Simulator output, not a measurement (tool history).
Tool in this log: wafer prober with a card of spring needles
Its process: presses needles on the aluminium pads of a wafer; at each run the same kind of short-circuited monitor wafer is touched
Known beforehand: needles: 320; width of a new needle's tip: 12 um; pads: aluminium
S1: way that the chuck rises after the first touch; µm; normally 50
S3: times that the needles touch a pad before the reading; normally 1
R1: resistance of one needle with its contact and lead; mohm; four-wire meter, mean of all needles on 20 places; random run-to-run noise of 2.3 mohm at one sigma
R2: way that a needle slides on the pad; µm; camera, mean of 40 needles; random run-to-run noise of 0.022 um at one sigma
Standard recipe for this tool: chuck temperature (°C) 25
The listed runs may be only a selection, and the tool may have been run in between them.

Run 1, hour 0.0: usual settings. Result: R1 329 mohm, R2 11.33 µm.
At hour 6.3: tips cleaned on abrasive film.
Run 2, hour 7.5: usual settings but S1 35 µm. Result: R1 297 mohm, R2 7.90 µm.
Run 3, hour 13.0: usual settings but S1 35 µm. Result: R1 340 mohm, R2 7.89 µm.
Run 4, hour 22.7: usual settings but S1 35 µm. Result: R1 385 mohm, R2 7.93 µm.
Run 5, hour 28.9: usual settings but S1 35 µm. Result: R1 410 mohm, R2 7.88 µm.
At hour 32.7: tips cleaned on abrasive film.
Run 6, hour 36.6: usual settings but S1 35 µm. Result: R1 322 mohm, R2 7.90 µm.
Run 7, hour 43.4: usual settings but S1 35 µm. Result: R1 367 mohm, R2 7.92 µm.
Run 8, hour 47.9: usual settings but S1 35 µm. Result: R1 390 mohm, R2 7.86 µm.
Run 9, hour 53.3: usual settings but S1 35 µm, chuck temperature (°C) 61. Result: R1 411 mohm, R2 7.93 µm.
At hour 59.4: tips cleaned on abrasive film.
Run 10, hour 60.6: usual settings but S1 35 µm, chuck temperature (°C) 61. Result: R1 301 mohm, R2 7.89 µm.
Run 11, hour 69.5: usual settings but S1 35 µm, chuck temperature (°C) 61. Result: R1 371 mohm, R2 7.87 µm.
Run 12, hour 74.0: usual settings but S1 35 µm, chuck temperature (°C) 82. Result: R1 389 mohm, R2 7.89 µm.
Run 13, hour 82.7: usual settings but S3 2. Result: R1 306 mohm, R2 11.33 µm.
At hour 85.8: tips cleaned on abrasive film.
Run 14, hour 91.3: usual settings but S3 2. Result: R1 281 mohm, R2 11.32 µm.
Run 15, hour 96.3: usual settings but S3 2. Result: R1 290 mohm, R2 11.32 µm.
Run 16, hour 100.7: usual settings but S3 2. Result: R1 299 mohm, R2 11.26 µm.
At hour 105.0: height of the first contact set anew.
Run 17, hour 105.5: usual settings but S1 35 µm, chuck temperature (°C) 92, S3 2. Result: R1 361 mohm, R2 7.99 µm.
At hour 112.5: tips cleaned on abrasive film.
Run 18, hour 114.6: usual settings but S1 70 µm, chuck temperature (°C) 33, S3 2. Result: R1 263 mohm, R2 15.97 µm.
Run 19, hour 121.0: usual settings but chuck temperature (°C) 64, S3 2. Result: R1 299 mohm, R2 11.43 µm.
Run 20, hour 128.1: usual settings but S1 33 µm. Result: R1 401 mohm, R2 7.52 µm.
Run 21, hour 135.2: usual settings but S1 33 µm. Result: R1 428 mohm, R2 7.52 µm.
At hour 138.7: tips cleaned on abrasive film.
Run 22, hour 139.8: usual settings but S1 33 µm, chuck temperature (°C) 66. Result: R1 312 mohm, R2 7.52 µm.
Run 23, hour 146.8: usual settings but chuck temperature (°C) 58. Result: R1 311 mohm, R2 11.39 µm.
Run 24, hour 152.2: usual settings but S1 47 µm, chuck temperature (°C) 56. Result: R1 330 mohm, R2 10.74 µm.
Run 25, hour 161.8: usual settings but chuck temperature (°C) 29, S3 2. Result: R1 299 mohm, R2 11.43 µm.
At hour 165.1: tips cleaned on abrasive film.
Run 26, hour 171.3: usual settings but chuck temperature (°C) 29, S3 2. Result: R1 284 mohm, R2 11.42 µm.
Run 27, hour 180.3: usual settings but S1 37 µm, chuck temperature (°C) 72, S3 2. Result: R1 349 mohm, R2 8.43 µm.
Run 28, hour 189.5: usual settings but S1 45 µm, chuck temperature (°C) 75. Result: R1 366 mohm, R2 10.26 µm.
At hour 192.1: tips cleaned on abrasive film.
Run 29, hour 194.0: usual settings but S1 45 µm, chuck temperature (°C) 102. Result: R1 306 mohm, R2 10.20 µm.
Run 30, hour 201.2: usual settings but S1 60 µm, chuck temperature (°C) 28. Result: R1 290 mohm, R2 13.67 µm.
Run 31, hour 205.2: usual settings but S1 60 µm, chuck temperature (°C) 28. Result: R1 299 mohm, R2 13.62 µm.
Run 32, hour 209.9: usual settings but S1 60 µm, chuck temperature (°C) 28. Result: R1 308 mohm, R2 13.67 µm.

Same runs, no hidden state in the tool, same run-to-run variation:
Unlogged tool condition in this case: debris on the tips, nm; way that the needles fall short of the set height, um; tips' diameter, um; drift of the gauge itself on contact_mohm, %; drift of the gauge itself on scrub_um, %.
run   R1     R2
  1  262  11.42
  2  274   7.99
  3  275   7.98
  4  272   8.02
  5  275   7.98
  6  273   8.00
  7  275   8.02
  8  276   7.96
  9  286   8.04
 10  283   8.01
 11  290   7.98
 12  292   8.00
 13  263  11.45
 14  264  11.44
 15  262  11.44
 16  265  11.39
 17  296   7.99
 18  257  15.99
 19  276  11.45
 20  277   7.53
 21  278   7.53
 22  291   7.54
 23  275  11.41
 24  273  10.76
 25  257  11.45
 26  264  11.46
 27  292   8.46
 28  284  10.29
 29  291  10.25
 30  261  13.71
 31  262  13.66
 32  263  13.72
